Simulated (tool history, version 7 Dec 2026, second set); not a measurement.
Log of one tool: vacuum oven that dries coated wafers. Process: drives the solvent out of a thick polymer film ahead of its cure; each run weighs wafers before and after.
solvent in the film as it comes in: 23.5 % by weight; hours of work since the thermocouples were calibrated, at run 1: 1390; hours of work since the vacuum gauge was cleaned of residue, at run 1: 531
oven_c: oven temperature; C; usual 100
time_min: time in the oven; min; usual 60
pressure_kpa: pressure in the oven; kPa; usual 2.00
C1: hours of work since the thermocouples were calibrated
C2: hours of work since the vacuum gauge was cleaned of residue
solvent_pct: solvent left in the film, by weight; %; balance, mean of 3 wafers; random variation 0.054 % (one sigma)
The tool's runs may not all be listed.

Run 1, day 0.000: usual settings; C1 1390; C2 531. Result: solvent_pct 5.92 %.
Run 2, day 1.117: usual settings; C1 1402; C2 542. Result: solvent_pct 5.84 %.
Run 3, day 2.412: usual settings; C1 1414; C2 555. Result: solvent_pct 5.80 %.
Run 4, day 3.458: usual settings; C1 1425; C2 565. Result: solvent_pct 5.90 %.
Run 5, day 5.000: usual settings but pressure_kpa 2.99 kPa; C1 1440; C2 580. Result: solvent_pct 7.44 %.
Run 6, day 6.092: usual settings but pressure_kpa 2.99 kPa; C1 1451; C2 591. Result: solvent_pct 7.42 %.
Run 7, day 6.858: usual settings but pressure_kpa 2.99 kPa; C1 1459; C2 599. Result: solvent_pct 7.51 %.
Run 8, day 7.971: usual settings but pressure_kpa 2.99 kPa; C1 1470; C2 610. Result: solvent_pct 7.44 %.
Run 9, day 9.388: usual settings but pressure_kpa 3.11 kPa; C1 1484; C2 624. Result: solvent_pct 7.67 %.
Run 10, day 10.396: usual settings but pressure_kpa 2.47 kPa; C1 1494; C2 634. Result: solvent_pct 6.65 %.
Run 11, day 11.517: usual settings but pressure_kpa 2.47 kPa; C1 1505; C2 645. Result: solvent_pct 6.74 %.
Run 12, day 13.100: usual settings but pressure_kpa 2.47 kPa; C1 1521; C2 661. Result: solvent_pct 6.73 %.
Run 13, day 14.575: usual settings but pressure_kpa 2.47 kPa; C1 1535; C2 675. Result: solvent_pct 6.75 %.
Run 14, day 15.683: usual settings but time_min 78 min; C1 1546; C2 686. Result: solvent_pct 4.98 %.
Run 15, day 17.254: usual settings but time_min 78 min; C1 1562; C2 702. Result: solvent_pct 4.93 %.
Run 16, day 18.175: usual settings; C1 1571; C2 711. Result: solvent_pct 5.92 %.
Run 17, day 19.467: usual settings but time_min 41 min; C1 1584; C2 724. Result: solvent_pct 7.80 %.
Run 18, day 21.017: usual settings but time_min 41 min; C1 1599; C2 739. Result: solvent_pct 7.84 %.
Run 19, day 21.883: usual settings; C1 1608; C2 748. Result: solvent_pct 6.04 %.
Run 20, day 22.883: usual settings; C1 1618; C2 758. Result: solvent_pct 5.98 %.
Run 21, day 24.092: usual settings; C1 1630; C2 770. Result: solvent_pct 6.02 %.
Run 22, day 25.433: usual settings; C1 1643; C2 783. Result: solvent_pct 6.07 %.
Run 23, day 26.842: usual settings but oven_c 88 C, time_min 36 min, pressure_kpa 2.30 kPa; C1 1657; C2 797. Result: solvent_pct 13.46 %.
At day 26.988: vacuum gauge cleaned of residue and calibrated.
Run 24, day 28.321: usual settings but oven_c 88 C, time_min 107 min; C1 1671; C2 13. Result: solvent_pct 7.87 %.
Run 25, day 30.033: usual settings but oven_c 88 C, time_min 107 min; C1 1688; C2 30. Result: solvent_pct 7.93 %.
Run 26, day 30.854: usual settings but oven_c 93 C; C1 1696; C2 38. Result: solvent_pct 8.55 %.
Run 27, day 32.012: usual settings but oven_c 109 C, pressure_kpa 7.16 kPa; C1 1708; C2 50. Result: solvent_pct 10.24 %.
At day 32.471: vacuum gauge cleaned of residue and calibrated, once more.
Run 28, day 33.271: usual settings but oven_c 109 C, pressure_kpa 1.67 kPa; C1 1720; C2 8. Result: solvent_pct 3.12 %.
Run 29, day 34.083: usual settings but oven_c 101 C, time_min 101 min, pressure_kpa 1.32 kPa; C1 1728; C2 16. Result: solvent_pct 2.86 %.
At day 35.171: oven's thermocouples calibrated.
Run 30, day 35.796: usual settings but time_min 37 min; C1 6; C2 32. Result: solvent_pct 7.58 %.
Run 31, day 37.217: usual settings but time_min 37 min; C1 20; C2 46. Result: solvent_pct 7.67 %.
Run 32, day 38.058: usual settings but time_min 37 min; C1 29; C2 55. Result: solvent_pct 7.68 %.
Run 33, day 39.617: usual settings but time_min 37 min; C1 44; C2 70. Result: solvent_pct 7.79 %.
Run 34, day 41.225: usual settings but time_min 70 min, pressure_kpa 7.39 kPa; C1 60; C2 86. Result: solvent_pct 13.34 %.
Run 35, day 42.888: usual settings but oven_c 115 C, time_min 50 min, pressure_kpa 6.75 kPa; C1 77; C2 103. Result: solvent_pct 7.23 %.
Run 36, day 44.583: usual settings but oven_c 98 C, time_min 100 min, pressure_kpa 1.94 kPa; C1 93; C2 119. Result: solvent_pct 4.24 %.
Run 37, day 46.279: usual settings but oven_c 104 C, pressure_kpa 1.56 kPa; C1 110; C2 136. Result: solvent_pct 3.71 %.
Run 38, day 46.988: usual settings but oven_c 104 C, pressure_kpa 1.56 kPa; C1 117; C2 143. Result: solvent_pct 3.68 %.
Run 39, day 48.296: usual settings but pressure_kpa 5.83 kPa; C1 130; C2 156. Result: solvent_pct 11.07 %.
Run 40, day 49.617: usual settings but oven_c 98 C, time_min 32 min, pressure_kpa 6.03 kPa; C1 143; C2 169. Result: solvent_pct 14.52 %.
Run 41, day 50.379: usual settings but oven_c 102 C, time_min 44 min; C1 151; C2 177. Result: solvent_pct 6.12 %.
Run 42, day 51.817: usual settings but oven_c 102 C, time_min 44 min; C1 165; C2 191. Result: solvent_pct 6.22 %.
Run 43, day 52.529: usual settings but oven_c 102 C, time_min 44 min, pressure_kpa 1.67 kPa; C1 172; C2 198. Result: solvent_pct 5.70 %.
Run 44, day 53.250: usual settings but oven_c 102 C, time_min 44 min, pressure_kpa 1.67 kPa; C1 180; C2 206. Result: solvent_pct 5.71 %.

3 ways to go on from here, each from the tool as it stands after run 44. What would each give?
Run A, day 54.404: usual settings but oven_c 86 C, time_min 44 min, pressure_kpa 1.67 kPa; C1 191; C2 217. Result: solvent_pct ?.
Run B, day 54.404: usual settings but oven_c 102 C, time_min 51 min, pressure_kpa 1.44 kPa; C1 191; C2 217. Result: solvent_pct ?.
Run C, day 54.404: usual settings but oven_c 92 C, time_min 46 min, pressure_kpa 6.42 kPa; C1 191; C2 217. Result: solvent_pct ?.

run  solvent_pct
  A        11.45
  B         4.76
  C        16.99
Without the tool's hidden state the same runs would have given:
run  solvent_pct
  A        11.38
  B         4.71
  C        16.94

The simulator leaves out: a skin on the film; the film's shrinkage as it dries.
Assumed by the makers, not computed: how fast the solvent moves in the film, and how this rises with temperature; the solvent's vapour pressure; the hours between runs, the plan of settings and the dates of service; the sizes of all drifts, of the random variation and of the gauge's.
